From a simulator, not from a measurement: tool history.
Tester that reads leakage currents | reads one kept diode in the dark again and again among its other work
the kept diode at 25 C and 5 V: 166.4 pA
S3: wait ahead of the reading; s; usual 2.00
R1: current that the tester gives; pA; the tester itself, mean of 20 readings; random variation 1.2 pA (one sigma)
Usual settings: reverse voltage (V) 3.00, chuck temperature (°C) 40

Run 1, hour 0.0: usual settings. Result: R1 370.78 pA.
Run 2, hour 124.6: usual settings but chuck temperature (°C) 27. Result: R1 143.08 pA.
At hour 233.3: chuck's temperature calibrated.
Run 3, hour 234.8: usual settings but chuck temperature (°C) 27. Result: R1 154.15 pA.
Run 4, hour 375.3: usual settings but chuck temperature (°C) 25. Result: R1 131.30 pA.
Run 5, hour 460.2: usual settings but chuck temperature (°C) 26. Result: R1 142.25 pA.
Run 6, hour 597.6: usual settings but reverse voltage (V) 2.07, chuck temperature (°C) 26. Result: R1 115.95 pA.
Run 7, hour 715.7: usual settings but reverse voltage (V) 4.80. Result: R1 501.24 pA.
Run 8, hour 818.1: usual settings but reverse voltage (V) 4.80. Result: R1 499.14 pA.
Run 9, hour 949.5: usual settings but reverse voltage (V) 4.80, S3 0.64 s. Result: R1 499.47 pA.
Run 10, hour 1067.6: usual settings but reverse voltage (V) 4.80, S3 0.64 s. Result: R1 496.32 pA.
Run 11, hour 1162.1: usual settings but reverse voltage (V) 4.80, S3 0.64 s. Result: R1 496.98 pA.
Run 12, hour 1249.3: usual settings but reverse voltage (V) 4.80, S3 0.64 s. Result: R1 497.53 pA.
Run 13, hour 1320.6: usual settings but reverse voltage (V) 2.67. Result: R1 364.76 pA.
Run 14, hour 1415.7: usual settings but reverse voltage (V) 10.02. Result: R1 726.56 pA.
Run 15, hour 1478.3: usual settings but chuck temperature (°C) 38. Result: R1 336.79 pA.
Run 16, hour 1538.8: usual settings but chuck temperature (°C) 38. Result: R1 334.74 pA.
Run 17, hour 1648.3: usual settings but chuck temperature (°C) 38. Result: R1 334.48 pA.
Run 18, hour 1737.3: usual settings. Result: R1 387.07 pA.
Run 19, hour 1877.9: usual settings. Result: R1 385.18 pA.
At hour 1930.0: probe card cleaned and baked.
Run 20, hour 1987.6: usual settings. Result: R1 379.59 pA.
Run 21, hour 2074.0: usual settings. Result: R1 377.93 pA.
Run 22, hour 2205.2: usual settings but S3 1.95 s. Result: R1 376.94 pA.
Run 23, hour 2321.9: usual settings but reverse voltage (V) 5.50, chuck temperature (°C) 52, S3 0.44 s. Result: R1 1173.92 pA.
Run 24, hour 2385.7: usual settings but reverse voltage (V) 1.89, chuck temperature (°C) 28, S3 5.71 s. Result: R1 122.45 pA.
Run 25, hour 2448.5: usual settings but chuck temperature (°C) 35. Result: R1 261.99 pA.
Run 26, hour 2548.6: usual settings but chuck temperature (°C) 35. Result: R1 263.27 pA.
Run 27, hour 2631.4: usual settings but reverse voltage (V) 1.43, chuck temperature (°C) 20, S3 2.80 s. Result: R1 55.98 pA.
Run 28, hour 2716.2: usual settings but reverse voltage (V) 1.43, chuck temperature (°C) 20, S3 2.80 s. Result: R1 56.44 pA.
Run 29, hour 2841.6: usual settings but reverse voltage (V) 1.43, chuck temperature (°C) 20, S3 2.80 s. Result: R1 56.30 pA.
Run 30, hour 2951.9: usual settings but reverse voltage (V) 1.43, chuck temperature (°C) 20, S3 2.80 s. Result: R1 55.88 pA.
Run 31, hour 3047.8: usual settings but reverse voltage (V) 2.05, chuck temperature (°C) 39, S3 2.78 s. Result: R1 284.70 pA.
Run 32, hour 3122.2: usual settings but reverse voltage (V) 6.30, S3 2.72 s. Result: R1 544.99 pA.
At hour 3225.2: chuck's temperature calibrated.
Run 33, hour 3225.2: usual settings but reverse voltage (V) 3.59, chuck temperature (°C) 56, S3 4.46 s. Result: R1 1267.66 pA.
Run 34, hour 3354.8: usual settings but reverse voltage (V) 1.05, chuck temperature (°C) 28, S3 0.76 s. Result: R1 95.14 pA.
Run 35, hour 3429.2: usual settings but chuck temperature (°C) 46, S3 7.29 s. Result: R1 595.58 pA.
Run 36, hour 3550.3: usual settings but reverse voltage (V) 6.47, chuck temperature (°C) 21, S3 0.61 s. Result: R1 145.90 pA.
Run 37, hour 3637.9: usual settings but reverse voltage (V) 6.47, chuck temperature (°C) 56, S3 2.17 s. Result: R1 1712.77 pA.
Run 38, hour 3763.7: usual settings but reverse voltage (V) 4.74, S3 1.57 s. Result: R1 494.83 pA.
Run 39, hour 3881.4: usual settings but reverse voltage (V) 4.74, S3 1.57 s. Result: R1 493.87 pA.
Run 40, hour 4006.7: usual settings but reverse voltage (V) 10.90, chuck temperature (°C) 45, S3 1.86 s. Result: R1 1073.27 pA.
Run 41, hour 4073.2: usual settings but reverse voltage (V) 10.90, chuck temperature (°C) 45, S3 1.86 s. Result: R1 1070.76 pA.

3 ways to go on from here, each from the tool as it stands after run 41. What would each give?
Run A, hour 4202.9: usual settings but reverse voltage (V) 12.26, chuck temperature (°C) 29, S3 6.94 s. Result: R1 ?.
Run B, hour 4202.9: usual settings but chuck temperature (°C) 29, S3 5.06 s. Result: R1 ?.
Run C, hour 4202.9: usual settings but chuck temperature (°C) 49. Result: R1 ?.

run      R1
  A  365.43
  B  175.02
  C  720.44
Without the tool's hidden state the same runs would have given:
run      R1
  A  360.66
  B  175.29
  C  727.87
